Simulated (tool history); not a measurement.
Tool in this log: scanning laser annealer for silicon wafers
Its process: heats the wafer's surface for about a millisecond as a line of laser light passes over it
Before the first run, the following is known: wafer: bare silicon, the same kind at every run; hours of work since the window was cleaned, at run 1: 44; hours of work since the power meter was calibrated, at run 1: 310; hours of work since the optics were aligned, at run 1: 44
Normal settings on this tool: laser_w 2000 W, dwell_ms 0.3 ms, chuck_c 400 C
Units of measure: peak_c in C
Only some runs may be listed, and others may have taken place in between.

run	hour	laser_w	dwell_ms	chuck_c	hours of work since the window was cleaned	hours of work since the power meter was calibrated	hours of work since the optics were aligned	peak_c
1	0	2000	0.3	400	44	310	44	1193
2	35	2000	0.3	400	60	326	60	1188
3	77.9	2000	0.3	400	80	346	80	1186
4	106.2	2000	0.3	400	94	360	94	1189
5	157.5	2000	0.322	400	118	383	118	1219
6	211.5	1792	0.3	400	143	409	143	1113
7	266.9	1792	0.3	400	169	434	169	1109
8	297.7	1787	0.3	400	183	449	183	1110
9	326.5	1787	0.3	400	196	462	196	1105
10	381.2	1787	0.274	400	222	488	222	1069
11	431.6	1787	0.274	400	245	511	245	1071
12	477.7	2000	0.3	400	267	533	267	1185
13	503.6	2000	0.299	400	279	545	279	1182
14	555	2000	0.3	400	303	569	303	1181
15	601.1	2169	0.3	400	324	590	324	1242
16	638.9	2169	0.3	400	342	608	342	1241
17	665.5	2169	0.3	400	354	620	354	1240
18	707.3	1801	0.335	381	374	640	374	1135
19	742	2000	0.3	417	390	656	390	1196
# hour 749.7: optics aligned, line set to its width
20	772.1	2000	0.3	417	402	668	10	1194
21	796.6	2034	0.3	428	413	679	22	1220
22	824.6	2149	0.3	392	426	692	35	1227
# hour 851.8: optics aligned, line set to its width, once more
23	875.1	1838	0.375	400	447	713	11	1220
24	913.7	1736	0.318	362	465	731	29	1066
25	945.7	1736	0.318	362	480	746	44	1065
26	980.8	1736	0.318	364	497	763	60	1072
27	1023.1	2000	0.347	410	516	782	80	1258
28	1057.2	2102	0.342	410	532	798	96	1294
29	1107	2102	0.342	410	556	822	119	1286
30	1145.6	1972	0.314	433	574	840	137	1220
31	1178.8	2000	0.238	400	589	855	152	1081

For each entry between runs, how does the tool's hidden state at the last listed run before it compare with that at the first listed run after it?
Run 19 -> run 20: optics aligned, line set to its width (hour 749.7)
  light that passes the window, % of a clean one's: 98.49 -> 98.45; width of the line over the set one, %: 0.9 -> 1.07
  measured result minus the result with no hidden state, peak_c: -17 -> -19 C
Run 22 -> run 23: optics aligned, line set to its width, once more (hour 851.8)
  light that passes the window, % of a clean one's: 98.38 -> 98.32; laser's true power over the reading, %: -0.59 -> -0.6; width of the line over the set one, %: 1.12 -> 0.04
  measured result minus the result with no hidden state, peak_c: -21 -> -18 C
